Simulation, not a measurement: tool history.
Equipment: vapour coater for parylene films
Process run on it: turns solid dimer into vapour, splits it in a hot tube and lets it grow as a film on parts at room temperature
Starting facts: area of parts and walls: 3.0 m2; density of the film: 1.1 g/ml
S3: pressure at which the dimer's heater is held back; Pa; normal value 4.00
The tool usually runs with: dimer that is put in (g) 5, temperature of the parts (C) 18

Run 1, hour 0.0: usual settings. Result: thickness of the film (µm) 0.60.
Run 2, hour 12.2: usual settings. Result: thickness of the film (µm) 0.62.
Run 3, hour 24.3: usual settings. Result: thickness of the film (µm) 0.60.
At hour 39.2: trap's valve overhauled.
Run 4, hour 41.2: usual settings. Result: thickness of the film (µm) 0.72.
Run 5, hour 50.0: usual settings. Result: thickness of the film (µm) 0.69.
Run 6, hour 69.2: usual settings but S3 11.00 Pa. Result: thickness of the film (µm) 0.62.
Run 7, hour 82.7: usual settings but S3 11.00 Pa. Result: thickness of the film (µm) 0.62.
Run 8, hour 102.0: usual settings but S3 11.00 Pa. Result: thickness of the film (µm) 0.62.
Run 9, hour 115.3: usual settings. Result: thickness of the film (µm) 0.71.
Run 10, hour 129.0: usual settings. Result: thickness of the film (µm) 0.71.
Run 11, hour 144.0: usual settings. Result: thickness of the film (µm) 0.69.
Run 12, hour 157.1: usual settings but dimer that is put in (g) 9. Result: thickness of the film (µm) 1.23.
Run 13, hour 173.5: usual settings but dimer that is put in (g) 9. Result: thickness of the film (µm) 1.22.
Run 14, hour 190.3: usual settings but dimer that is put in (g) 9. Result: thickness of the film (µm) 1.21.
Run 15, hour 204.5: usual settings but temperature of the parts (C) 20, S3 3.66 Pa. Result: thickness of the film (µm) 0.66.
Run 16, hour 218.0: usual settings but temperature of the parts (C) 12. Result: thickness of the film (µm) 0.76.
Run 17, hour 233.4: usual settings but temperature of the parts (C) 12. Result: thickness of the film (µm) 0.72.
Run 18, hour 255.1: usual settings but temperature of the parts (C) 12. Result: thickness of the film (µm) 0.73.
Run 19, hour 266.7: usual settings but dimer that is put in (g) 3, temperature of the parts (C) 13, S3 2.80 Pa. Result: thickness of the film (µm) 0.45.
Run 20, hour 283.7: usual settings but dimer that is put in (g) 6, temperature of the parts (C) 13, S3 2.80 Pa. Result: thickness of the film (µm) 0.91.
Run 21, hour 301.2: usual settings but dimer that is put in (g) 6, temperature of the parts (C) 13, S3 2.80 Pa. Result: thickness of the film (µm) 0.88.
Run 22, hour 321.0: usual settings but dimer that is put in (g) 6, temperature of the parts (C) 13, S3 2.80 Pa. Result: thickness of the film (µm) 0.90.
Run 23, hour 332.7: usual settings but dimer that is put in (g) 6, temperature of the parts (C) 13, S3 2.80 Pa. Result: thickness of the film (µm) 0.89.
Run 24, hour 352.9: usual settings but dimer that is put in (g) 6, temperature of the parts (C) 20, S3 2.80 Pa. Result: thickness of the film (µm) 0.77.
Run 25, hour 370.9: usual settings but dimer that is put in (g) 3, temperature of the parts (C) 15, S3 5.93 Pa. Result: thickness of the film (µm) 0.39.
Run 26, hour 381.0: usual settings but dimer that is put in (g) 3, temperature of the parts (C) 15, S3 2.73 Pa. Result: thickness of the film (µm) 0.42.
Run 27, hour 395.3: usual settings but temperature of the parts (C) 17, S3 2.24 Pa. Result: thickness of the film (µm) 0.69.

Each row is a separate what-if for the run after 27, all from the same tool condition, not one after another. Results?
Run A, hour 406.4: usual settings but dimer that is put in (g) 8, temperature of the parts (C) 17, S3 8.06 Pa. Result: thickness of the film (µm) ?.
Run B, hour 406.4: usual settings but dimer that is put in (g) 2, S3 10.63 Pa. Result: thickness of the film (µm) ?.
Run C, hour 406.4: usual settings but temperature of the parts (C) 17, S3 2.17 Pa. Result: thickness of the film (µm) ?.

run  thickness of the film (µm)
  A                        0.92
  B                        0.23
  C                        0.66
Stripped of hidden state, with their random variation kept, the same runs would have yielded:
run  thickness of the film (µm)
  A                        1.04
  B                        0.26
  C                        0.75
